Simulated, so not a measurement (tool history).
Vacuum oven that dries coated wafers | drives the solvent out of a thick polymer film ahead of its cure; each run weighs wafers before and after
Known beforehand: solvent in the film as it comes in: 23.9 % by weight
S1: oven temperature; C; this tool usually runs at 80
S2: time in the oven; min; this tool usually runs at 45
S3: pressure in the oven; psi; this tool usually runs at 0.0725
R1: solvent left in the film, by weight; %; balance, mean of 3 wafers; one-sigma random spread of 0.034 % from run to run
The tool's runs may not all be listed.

run 1 hour=0.0 | S1=80 S2=45 S3=0.0725 | R1=2.92
run 2 hour=21.8 | S1=80 S2=45 S3=0.0725 | R1=2.91
run 3 hour=40.9 | S1=80 S2=45 S3=0.0725 | R1=2.85
run 4 hour=65.7 | S1=80 S2=45 S3=0.0725 | R1=2.95
run 5 hour=78.1 | S1=80 S2=45 S3=0.0725 | R1=2.91
run 6 hour=97.0 | S1=80 S2=45 S3=0.0725 | R1=2.93
run 7 hour=119.3 | S1=82 S2=24 S3=0.0725 | R1=6.07
run 8 hour=143.6 | S1=93 S2=42 S3=0.0725 | R1=0.61
run 9 hour=160.7 | S1=80 S2=56 S3=0.0725 | R1=1.92
run 10 hour=172.2 | S1=90 S2=33 S3=0.0966 | R1=1.70
run 11 hour=194.7 | S1=73 S2=33 S3=0.0966 | R1=7.76
run 12 hour=219.4 | S1=73 S2=33 S3=0.0966 | R1=7.82

5 ways to go on from here, each from the tool as it stands after run 12. What would each give?
run A hour=233.9 | S1=72 S2=64 S3=0.1608 | R1=?
run B hour=233.9 | S1=94 S2=24 S3=0.1249 | R1=?
run C hour=233.9 | S1=90 S2=25 S3=0.1537 | R1=?
run D hour=233.9 | S1=90 S2=24 S3=0.1404 | R1=?
run E hour=233.9 | S1=80 S2=77 S3=0.0725 | R1=?

run=A R1=4.23
run=B R1=2.12
run=C R1=3.18
run=D R1=3.30
run=E R1=1.01
Without the tool's unlogged condition, the same runs would have read:
run=A R1=4.21
run=B R1=2.11
run=C R1=3.18
run=D R1=3.30
run=E R1=0.97
